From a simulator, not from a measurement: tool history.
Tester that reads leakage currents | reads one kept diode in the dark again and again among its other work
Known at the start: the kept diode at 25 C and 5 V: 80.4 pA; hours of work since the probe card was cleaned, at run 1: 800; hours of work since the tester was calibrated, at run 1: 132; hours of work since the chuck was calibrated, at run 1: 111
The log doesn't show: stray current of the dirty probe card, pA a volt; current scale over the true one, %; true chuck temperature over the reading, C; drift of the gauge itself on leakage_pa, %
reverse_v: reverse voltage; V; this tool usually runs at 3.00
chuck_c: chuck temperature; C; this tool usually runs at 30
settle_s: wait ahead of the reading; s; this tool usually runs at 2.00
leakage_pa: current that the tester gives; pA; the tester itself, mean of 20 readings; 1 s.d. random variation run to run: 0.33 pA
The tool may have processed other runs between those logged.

run     day  reverse_v  chuck_c  settle_s  hours of work since the probe card was cleaned  hours of work since the tester was calibrated  hours of work since the chuck was calibrated  leakage_pa
  1   0.000       3.00       30      2.00                                             800                                            132                                           111      113.50
  2   1.467       3.00       30      2.00                                             819                                            152                                           130      113.41
  3   2.204       1.35       30      2.00                                             829                                            161                                           140       85.00
  4   3.138       3.00       30      3.37                                             841                                            174                                           152      113.89
  5   4.254       3.00       30      2.00                                             856                                            188                                           167      113.71
  6   6.062       4.97       30      2.00                                             880                                            212                                           191      137.59
  7   7.533       4.97       30      2.00                                             899                                            232                                           210      138.29
  8   8.688       3.00       30      2.00                                             914                                            247                                           226      114.74
  9  10.067       3.00       30      2.00                                             933                                            265                                           244      115.33
 10  11.362       5.78       30      2.00                                             950                                            282                                           261      147.39
 11  12.112       5.78       30      2.00                                             960                                            292                                           271      147.67
 12  13.742       5.78       30      2.00                                             981                                            313                                           292      148.16
 13  14.512       3.00       30      1.99                                             991                                            324                                           302      116.51
 14  15.804       3.00       49      2.00                                            1008                                            341                                           319      608.51
 15  16.575       3.00       33      2.00                                            1018                                            351                                           329      152.83
 16  18.017       3.00       33      2.00                                            1037                                            370                                           348      153.17
 17  18.800       3.00       33      2.00                                            1048                                            380                                           359      153.00
 18  19.617       3.00       55      2.00                                            1058                                            391                                           370      994.28
 19  21.146       2.32       30      1.89                                            1079                                            411                                           390      106.84
 20  22.700      17.48       27      2.00                                            1099                                            432                                           410      177.50
 21  23.546       7.70       30      2.27                                            1110                                            443                                           421      166.43
 22  24.471       7.70       30      2.27                                            1122                                            455                                           434      167.78
 23  25.208       3.00       30      2.35                                            1132                                            465                                           443      118.14
 24  26.654       3.00       30      2.35                                            1151                                            484                                           462      118.57
 25  28.025       3.00       30      2.35                                            1169                                            502                                           480      119.48
 26  29.300       3.00       30      2.35                                            1186                                            519                                           497      118.80
 27  31.092      14.31       34      0.51                                            1210                                            542                                           521      309.33
 28  32.038       2.04       25      7.22                                            1222                                            555                                           533       64.92
 29  33.754      19.17       48      1.02                                            1245                                            577                                           556     1111.13
 30  35.100       3.00       46      5.83                                            1262                                            595                                           574      485.49
 31  36.858       1.39       30      2.00                                            1286                                            618                                           597       91.24
 32  38.667       2.68       56      2.40                                            1309                                            642                                           621     1063.08
 33  40.121       1.20       30      2.00                                            1329                                            661                                           640       86.68
 34  41.108       3.00       30      5.67                                            1342                                            674                                           653      121.36
 35  42.504       1.57       30      2.00                                            1360                                            693                                           671       95.89
 36  43.850       8.36       45      7.23                                            1378                                            710                                           689      652.50

Forecast each of these 3 alternatives for the next run:
  A  45.488       5.02       26      7.23                                            1399                                            732                                           711           ?
  B  45.488       5.12       21      0.49                                            1399                                            732                                           711           ?
  C  45.488       3.00       54      2.25                                            1399                                            732                                           711           ?

run  leakage_pa
  A      103.37
  B       67.80
  C      948.18
Without the tool's unlogged condition, the same runs would have read:
run  leakage_pa
  A       89.14
  B       56.15
  C      882.02

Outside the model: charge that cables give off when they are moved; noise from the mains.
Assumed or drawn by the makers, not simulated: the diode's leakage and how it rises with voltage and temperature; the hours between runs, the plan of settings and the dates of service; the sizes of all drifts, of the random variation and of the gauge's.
